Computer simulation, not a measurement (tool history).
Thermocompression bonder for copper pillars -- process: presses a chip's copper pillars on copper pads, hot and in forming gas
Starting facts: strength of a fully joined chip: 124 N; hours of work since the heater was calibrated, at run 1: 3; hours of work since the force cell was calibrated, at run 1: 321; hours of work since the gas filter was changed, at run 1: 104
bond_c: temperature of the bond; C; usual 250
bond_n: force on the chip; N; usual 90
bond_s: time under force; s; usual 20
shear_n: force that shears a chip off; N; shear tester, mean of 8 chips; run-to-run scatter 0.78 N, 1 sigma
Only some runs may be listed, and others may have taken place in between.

run   hour  bond_c  bond_n  bond_s  hours of work since the heater was calibrated  hours of work since the force cell was calibrated  hours of work since the gas filter was changed  shear_n
  1    0.0     250      90      20                                              3                                                321                                             104     63.2
  2    8.5     250      90      20                                              7                                                325                                             108     62.7
  3   19.0     250      90      20                                             12                                                330                                             113     63.2
  4   25.2     250      90      20                                             15                                                333                                             116     63.1
  5   30.9     245      90      20                                             18                                                336                                             119     59.0
  6   41.3     255      90      20                                             23                                                341                                             124     67.0
  7   50.9     255      90      20                                             28                                                346                                             129     69.4
  8   56.5     255      90      20                                             30                                                349                                             131     67.0
  9   65.1     250      90      20                                             34                                                353                                             135     62.6
 10   71.5     250      90      20                                             38                                                356                                             138     64.4
 11   82.2     250      90      20                                             43                                                361                                             144     62.9
 12   89.2     277      90      20                                             46                                                364                                             147     87.4
      92.8  -- forming gas filter changed
 13   99.4     250      90      12                                             51                                                369                                               3     53.3
 14  107.2     250      90      12                                             55                                                373                                               7     52.6
 15  112.5     250     105      19                                             57                                                375                                              10     71.4
 16  124.2     245      66      23                                             63                                                381                                              15     46.4

Run 17 comes next. What will it give?
 17  134.3     245     129      38                                             68                                                386                                              20        ?

shear_n: 92.7 N
Take away the tool's hidden state, keep the run-to-run variation as it was, and the same run would have given shear_n 92.6 N.
